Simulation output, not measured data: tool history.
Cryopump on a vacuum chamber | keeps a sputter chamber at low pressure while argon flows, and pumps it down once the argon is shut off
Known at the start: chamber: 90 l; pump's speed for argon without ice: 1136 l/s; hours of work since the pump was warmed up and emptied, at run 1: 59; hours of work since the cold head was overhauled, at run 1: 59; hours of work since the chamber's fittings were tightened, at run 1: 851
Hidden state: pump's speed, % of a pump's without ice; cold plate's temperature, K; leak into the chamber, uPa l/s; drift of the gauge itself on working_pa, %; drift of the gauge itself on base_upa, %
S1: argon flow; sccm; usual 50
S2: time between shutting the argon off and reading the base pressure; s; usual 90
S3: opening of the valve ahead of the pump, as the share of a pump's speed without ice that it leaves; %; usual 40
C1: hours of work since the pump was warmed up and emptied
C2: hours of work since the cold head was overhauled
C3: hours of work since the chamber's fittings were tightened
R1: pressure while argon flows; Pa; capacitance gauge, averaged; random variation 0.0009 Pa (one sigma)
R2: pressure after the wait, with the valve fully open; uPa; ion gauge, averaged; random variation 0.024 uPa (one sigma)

{"run": 1, "hour": 0.0, "S1": 50, "S2": 90, "S3": 40, "C1": 59, "C2": 59, "C3": 851, "R1": 0.1897, "R2": 1.77}
{"run": 2, "hour": 41.6, "S1": 50, "S2": 90, "S3": 40, "C1": 86, "C2": 86, "C3": 878, "R1": 0.1898, "R2": 1.79}
{"run": 3, "hour": 63.8, "S1": 50, "S2": 90, "S3": 40, "C1": 100, "C2": 100, "C3": 893, "R1": 0.1908, "R2": 1.81}
{"run": 4, "hour": 94.1, "S1": 50, "S2": 90, "S3": 40, "C1": 120, "C2": 120, "C3": 912, "R1": 0.1925, "R2": 1.86}
{"run": 5, "hour": 126.9, "S1": 50, "S2": 207, "S3": 40, "C1": 141, "C2": 141, "C3": 933, "R1": 0.1921, "R2": 1.6}
{"run": 6, "hour": 149.7, "S1": 50, "S2": 207, "S3": 40, "C1": 156, "C2": 156, "C3": 948, "R1": 0.1948, "R2": 1.58}
{"run": 7, "hour": 196.2, "S1": 50, "S2": 207, "S3": 40, "C1": 186, "C2": 186, "C3": 978, "R1": 0.1948, "R2": 1.66}
{"run": 8, "hour": 244.8, "S1": 50, "S2": 207, "S3": 40, "C1": 217, "C2": 217, "C3": 1010, "R1": 0.197, "R2": 1.77}
{"run": 9, "hour": 287.9, "S1": 20, "S2": 90, "S3": 40, "C1": 245, "C2": 245, "C3": 1038, "R1": 0.0788, "R2": 2.16}
{"run": 10, "hour": 315.4, "S1": 20, "S2": 90, "S3": 40, "C1": 263, "C2": 263, "C3": 1055, "R1": 0.0798, "R2": 2.18}
{"run": 11, "hour": 337.3, "S1": 27, "S2": 90, "S3": 40, "C1": 277, "C2": 277, "C3": 1070, "R1": 0.1078, "R2": 2.19}
{"run": 12, "hour": 361.1, "S1": 50, "S2": 90, "S3": 40, "C1": 293, "C2": 293, "C3": 1085, "R1": 0.2009, "R2": 2.22}
{"run": 13, "hour": 400.3, "S1": 50, "S2": 90, "S3": 40, "C1": 318, "C2": 318, "C3": 1110, "R1": 0.2032, "R2": 2.36}
{"run": 14, "hour": 436.7, "S1": 50, "S2": 90, "S3": 40, "C1": 342, "C2": 342, "C3": 1134, "R1": 0.2024, "R2": 2.35}
{"run": 15, "hour": 459.2, "S1": 50, "S2": 90, "S3": 40, "C1": 356, "C2": 356, "C3": 1148, "R1": 0.2028, "R2": 2.38}
{"run": 16, "hour": 493.7, "S1": 50, "S2": 90, "S3": 40, "C1": 379, "C2": 379, "C3": 1171, "R1": 0.2049, "R2": 2.47}
{"run": 17, "hour": 533.8, "S1": 76, "S2": 90, "S3": 40, "C1": 404, "C2": 404, "C3": 1197, "R1": 0.3126, "R2": 2.54}
{"run": 18, "hour": 573.2, "S1": 76, "S2": 90, "S3": 40, "C1": 430, "C2": 430, "C3": 1222, "R1": 0.3176, "R2": 2.59}
{"run": 19, "hour": 623.8, "S1": 22, "S2": 20, "S3": 58, "C1": 463, "C2": 463, "C3": 1255, "R1": 0.0674, "R2": 4.59}
{"run": 20, "hour": 663.9, "S1": 22, "S2": 20, "S3": 58, "C1": 489, "C2": 489, "C3": 1281, "R1": 0.0673, "R2": 4.68}
{"run": 21, "hour": 685.2, "S1": 52, "S2": 20, "S3": 20, "C1": 502, "C2": 502, "C3": 1295, "R1": 0.4163, "R2": 4.74}
{"run": 22, "hour": 707.4, "S1": 45, "S2": 62, "S3": 26, "C1": 517, "C2": 517, "C3": 1309, "R1": 0.2819, "R2": 3.17}
{"run": 23, "hour": 743.8, "S1": 33, "S2": 90, "S3": 35, "C1": 540, "C2": 540, "C3": 1333, "R1": 0.1612, "R2": 2.95}
{"run": 24, "hour": 767.7, "S1": 95, "S2": 29, "S3": 48, "C1": 556, "C2": 556, "C3": 1348, "R1": 0.3534, "R2": 4.13}
{"hour": 794.8, "done": "pump warmed up, emptied and cooled again"}
{"run": 25, "hour": 804.9, "S1": 95, "S2": 31, "S3": 48, "C1": 7, "C2": 577, "C3": 1369, "R1": 0.2955, "R2": 3.38}
{"run": 26, "hour": 851.0, "S1": 95, "S2": 31, "S3": 48, "C1": 36, "C2": 606, "C3": 1399, "R1": 0.2972, "R2": 3.4}
{"run": 27, "hour": 901.1, "S1": 86, "S2": 296, "S3": 40, "C1": 69, "C2": 639, "C3": 1431, "R1": 0.3261, "R2": 1.99}
{"run": 28, "hour": 951.1, "S1": 50, "S2": 56, "S3": 40, "C1": 101, "C2": 671, "C3": 1463, "R1": 0.1893, "R2": 2.84}
{"run": 29, "hour": 975.0, "S1": 50, "S2": 56, "S3": 40, "C1": 117, "C2": 687, "C3": 1479, "R1": 0.1918, "R2": 2.82}
{"run": 30, "hour": 1012.1, "S1": 50, "S2": 56, "S3": 40, "C1": 141, "C2": 711, "C3": 1503, "R1": 0.1922, "R2": 2.89}
{"run": 31, "hour": 1053.1, "S1": 41, "S2": 69, "S3": 20, "C1": 167, "C2": 737, "C3": 1529, "R1": 0.313, "R2": 2.84}
{"run": 32, "hour": 1102.9, "S1": 46, "S2": 36, "S3": 38, "C1": 199, "C2": 769, "C3": 1562, "R1": 0.1884, "R2": 3.52}
{"run": 33, "hour": 1128.8, "S1": 50, "S2": 74, "S3": 21, "C1": 216, "C2": 786, "C3": 1578, "R1": 0.3654, "R2": 2.9}
{"run": 34, "hour": 1174.0, "S1": 27, "S2": 193, "S3": 53, "C1": 245, "C2": 815, "C3": 1608, "R1": 0.0814, "R2": 2.53}

Hidden state or all else? Some run-to-run changes of R1, split into what the settings, what came in and random variation would give without the hidden state, and what is left for the hidden state (with any gauge scatter that isn't in both results):
Run 18 -> 19: S1 76 -> 22, S2 90 -> 20, S3 40 -> 58. R1 -0.2502 Pa: hidden state -0.0237, all else -0.2265.
Run 20 -> 21: S1 22 -> 52, S3 58 -> 20. R1 +0.3490 Pa: hidden state +0.0170, all else +0.3320.
Run 23 -> 24: S1 33 -> 95, S2 90 -> 29, S3 35 -> 48. R1 +0.1922 Pa: hidden state +0.0397, all else +0.1525.
Run 24 -> 25: S2 29 -> 31, pump warmed up, emptied and cooled again. R1 -0.0579 Pa: hidden state -0.0577, all else -0.0002.
Run 33 -> 34: S1 50 -> 27, S2 74 -> 193, S3 21 -> 53. R1 -0.2840 Pa: hidden state -0.0039, all else -0.2801.
